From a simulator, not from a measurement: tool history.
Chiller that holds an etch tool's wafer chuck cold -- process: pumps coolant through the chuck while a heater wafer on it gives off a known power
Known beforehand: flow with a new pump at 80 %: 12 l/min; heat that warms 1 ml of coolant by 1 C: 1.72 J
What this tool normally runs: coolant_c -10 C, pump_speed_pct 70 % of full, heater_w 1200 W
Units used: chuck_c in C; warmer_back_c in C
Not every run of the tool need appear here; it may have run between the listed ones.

| run | day | coolant_c | pump_speed_pct | heater_w | chuck_c | warmer_back_c |
|---|---|---|---|---|---|---|
| 1 | 0 | -10 | 70 | 1200 | 4.3 | 4.12 |
| 2 | 2.233 | -10 | 70 | 1200 | 4.2 | 4.02 |
| 3 | 3.246 | -10 | 70 | 842 | -0.3 | 2.78 |
| 4 | 4.679 | -10 | 70 | 1200 | 4.1 | 4.06 |
| 5 | 6.129 | -1 | 70 | 1200 | 13.1 | 4.07 |
| 6 | 7.971 | -1 | 70 | 1200 | 13.2 | 4.05 |
| 7 | 10.029 | -1 | 70 | 1200 | 13.3 | 4.08 |
| 8 | 11.3 | -10 | 70 | 1200 | 4.2 | 4.01 |
| 9 | 13.046 | -10 | 70 | 1200 | 4.1 | 4.03 |
| 10 | 14.221 | -10 | 67 | 1200 | 4.6 | 4.29 |
| 11 | 16.225 | -10 | 67 | 1200 | 4.7 | 4.26 |
| 12 | 17.554 | -10 | 67 | 1200 | 4.7 | 4.18 |
| 13 | 19.671 | -10 | 67 | 1200 | 4.6 | 4.19 |
| 14 | 21.133 | -10 | 67 | 1200 | 4.8 | 4.16 |
| 15 | 22.383 | -6 | 67 | 1200 | 8.5 | 4.22 |
| 16 | 23.354 | -3 | 70 | 1200 | 11.2 | 3.95 |
| 17 | 25.475 | -10 | 87 | 1200 | 2.2 | 3.08 |
| 18 | 27.596 | -10 | 87 | 1200 | 2.2 | 3.05 |
| 19 | 28.546 | -5 | 63 | 1156 | 9.9 | 4.28 |
| 20 | 30.817 | -14 | 70 | 1200 | 0.3 | 3.96 |

Predict the results of run 21:
| 21 | 32.583 | -9 | 70 | 1227 | ? | ? |

chuck_c: 5.4 C
warmer_back_c: 4.02 C
On a tool with no hidden condition, and with the same random variation, this run would have come out at chuck_c 5.4 C, warmer_back_c 4.15 C.

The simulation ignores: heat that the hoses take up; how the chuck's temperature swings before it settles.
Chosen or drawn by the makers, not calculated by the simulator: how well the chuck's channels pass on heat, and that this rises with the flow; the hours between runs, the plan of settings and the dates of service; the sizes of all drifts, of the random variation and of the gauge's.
